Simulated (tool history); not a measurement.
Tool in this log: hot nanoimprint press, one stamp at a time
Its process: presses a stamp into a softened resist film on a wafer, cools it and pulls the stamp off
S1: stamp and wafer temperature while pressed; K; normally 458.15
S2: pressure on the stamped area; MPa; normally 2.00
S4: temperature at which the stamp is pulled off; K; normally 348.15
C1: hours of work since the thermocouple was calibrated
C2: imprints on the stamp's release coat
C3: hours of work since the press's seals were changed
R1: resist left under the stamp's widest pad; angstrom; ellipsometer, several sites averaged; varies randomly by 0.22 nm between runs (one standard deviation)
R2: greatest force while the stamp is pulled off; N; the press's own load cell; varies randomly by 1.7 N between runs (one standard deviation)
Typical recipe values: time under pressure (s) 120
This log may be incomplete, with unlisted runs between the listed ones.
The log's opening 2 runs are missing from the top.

run 3 hour=42.7 | S1=458.15 S2=2.00 time_under_pressure_(s)=120 S4=334.15 | C1=34 C2=261 C3=531 | R1=1743 R2=207
run 4 hour=71.5 | S1=458.15 S2=2.52 time_under_pressure_(s)=120 S4=348.15 | C1=57 C2=437 C3=554 | R1=1550 R2=153
run 5 hour=86.7 | S1=458.15 S2=2.52 time_under_pressure_(s)=120 S4=348.15 | C1=69 C2=530 C3=566 | R1=1553 R2=154
run 6 hour=110.1 | S1=458.15 S2=2.00 time_under_pressure_(s)=229 S4=348.15 | C1=87 C2=673 C3=585 | R1=1376 R2=154
run 7 hour=138.2 | S1=458.15 S2=2.00 time_under_pressure_(s)=229 S4=348.15 | C1=110 C2=845 C3=607 | R1=1374 R2=156
-- hour=175.8 press's hydraulic seals changed and the load cell set to zero
run 8 hour=177.3 | S1=458.15 S2=2.00 time_under_pressure_(s)=229 S4=348.15 | C1=134 C2=1035 C3=1 | R1=1376 R2=154
run 9 hour=198.9 | S1=458.15 S2=2.00 time_under_pressure_(s)=229 S4=348.15 | C1=151 C2=1167 C3=18 | R1=1379 R2=159
-- hour=238.9 stamp cleaned and given a new release coat
run 10 hour=238.9 | S1=458.15 S2=2.00 time_under_pressure_(s)=229 S4=348.15 | C1=178 C2=0 C3=45 | R1=1380 R2=151
run 11 hour=267.2 | S1=458.15 S2=2.00 time_under_pressure_(s)=229 S4=348.15 | C1=201 C2=173 C3=68 | R1=1382 R2=157
run 12 hour=293.2 | S1=458.15 S2=2.00 time_under_pressure_(s)=229 S4=348.15 | C1=221 C2=332 C3=88 | R1=1382 R2=152
run 13 hour=313.2 | S1=458.15 S2=2.00 time_under_pressure_(s)=178 S4=348.15 | C1=237 C2=455 C3=104 | R1=1520 R2=156
run 14 hour=341.8 | S1=458.15 S2=2.35 time_under_pressure_(s)=120 S4=348.15 | C1=260 C2=629 C3=127 | R1=1620 R2=154
run 15 hour=364.5 | S1=458.15 S2=1.92 time_under_pressure_(s)=120 S4=348.15 | C1=278 C2=768 C3=145 | R1=1798 R2=155
run 16 hour=385.2 | S1=458.15 S2=2.00 time_under_pressure_(s)=78 S4=346.15 | C1=294 C2=895 C3=161 | R1=2041 R2=164
run 17 hour=414.2 | S1=458.15 S2=2.00 time_under_pressure_(s)=78 S4=346.15 | C1=317 C2=1072 C3=184 | R1=2050 R2=163
run 18 hour=442.4 | S1=458.15 S2=2.00 time_under_pressure_(s)=120 S4=355.15 | C1=340 C2=1244 C3=207 | R1=1769 R2=131
-- hour=470.0 stamp cleaned and given a new release coat
run 19 hour=472.9 | S1=447.15 S2=2.00 time_under_pressure_(s)=120 S4=343.15 | C1=359 C2=18 C3=226 | R1=2328 R2=172
-- hour=505.1 gauge calibrated
run 20 hour=506.7 | S1=458.15 S2=2.00 time_under_pressure_(s)=76 S4=348.15 | C1=386 C2=225 C3=253 | R1=2037 R2=155
run 21 hour=531.8 | S1=458.15 S2=2.00 time_under_pressure_(s)=76 S4=348.15 | C1=406 C2=378 C3=273 | R1=2041 R2=155
run 22 hour=564.9 | S1=456.15 S2=3.03 time_under_pressure_(s)=93 S4=348.15 | C1=432 C2=581 C3=299 | R1=1627 R2=157

Estimate the outcome of run 23 from the log above:
run 23 hour=599.0 | S1=456.15 S2=3.03 time_under_pressure_(s)=93 S4=348.15 | C1=459 C2=788 C3=326 | R1=? R2=?

{"run 23": {"R1": 1636, "R2": 153}}
The same run, on a tool lacking any hidden state, would have yielded R1 1631 angstrom, R2 153 N.
